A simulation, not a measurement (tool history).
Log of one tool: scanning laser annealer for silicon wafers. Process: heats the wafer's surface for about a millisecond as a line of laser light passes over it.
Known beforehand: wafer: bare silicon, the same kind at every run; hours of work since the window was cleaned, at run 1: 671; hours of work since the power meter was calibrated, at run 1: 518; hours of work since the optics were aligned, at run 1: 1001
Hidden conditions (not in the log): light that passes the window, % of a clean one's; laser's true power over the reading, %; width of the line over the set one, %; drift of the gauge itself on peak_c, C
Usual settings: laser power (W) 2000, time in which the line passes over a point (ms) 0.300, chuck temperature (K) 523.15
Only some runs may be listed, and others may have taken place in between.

| run | hour | laser power (W) | time in which the line passes over a point (ms) | chuck temperature (K) | hours of work since the window was cleaned | hours of work since the power meter was calibrated | hours of work since the optics were aligned | highest temperature of the surface (K) |
|---|---|---|---|---|---|---|---|---|
| 1 | 0.0 | 2000 | 0.300 | 523.15 | 671 | 518 | 1001 | 1219.15 |
| 2 | 61.7 | 2000 | 0.300 | 523.15 | 715 | 562 | 1046 | 1218.15 |
| 3 | 113.7 | 2000 | 0.254 | 523.15 | 753 | 600 | 1083 | 1166.15 |
| 4 | 164.4 | 1901 | 0.300 | 523.15 | 789 | 637 | 1120 | 1179.15 |
| 5 | 205.3 | 1901 | 0.300 | 523.15 | 819 | 666 | 1149 | 1179.15 |
| 6 | 250.4 | 2000 | 0.300 | 523.15 | 851 | 699 | 1182 | 1210.15 |
|  | 299.8 | window over the wafer cleaned |
| 7 | 316.9 | 2000 | 0.262 | 523.15 | 12 | 745 | 1228 | 1202.15 |
| 8 | 355.8 | 2000 | 0.262 | 523.15 | 40 | 773 | 1256 | 1199.15 |
| 9 | 400.3 | 2000 | 0.262 | 523.15 | 73 | 805 | 1288 | 1194.15 |
|  | 406.8 | laser's power meter calibrated |
| 10 | 481.2 | 1823 | 0.370 | 530.15 | 129 | 54 | 1345 | 1243.15 |
| 11 | 560.4 | 1823 | 0.370 | 530.15 | 186 | 111 | 1402 | 1247.15 |
| 12 | 623.2 | 1941 | 0.370 | 553.15 | 231 | 156 | 1447 | 1314.15 |
| 13 | 688.0 | 1941 | 0.370 | 553.15 | 278 | 203 | 1494 | 1311.15 |
|  | 719.9 | laser's power meter calibrated, once more |
|  | 755.1 | optics aligned, line set to its width |
| 14 | 764.6 | 1870 | 0.357 | 544.15 | 327 | 29 | 7 | 1273.15 |

Run 15, settings as shown, results not yet in. Your forecast:
| 15 | 806.9 | 1870 | 0.357 | 544.15 | 358 | 59 | 37 | ? |

Logged for run 15: highest temperature of the surface (K) 1272.15.
With the hidden condition absent and the run-to-run variation left alone, this run would have shown highest temperature of the surface (K) 1284.15.
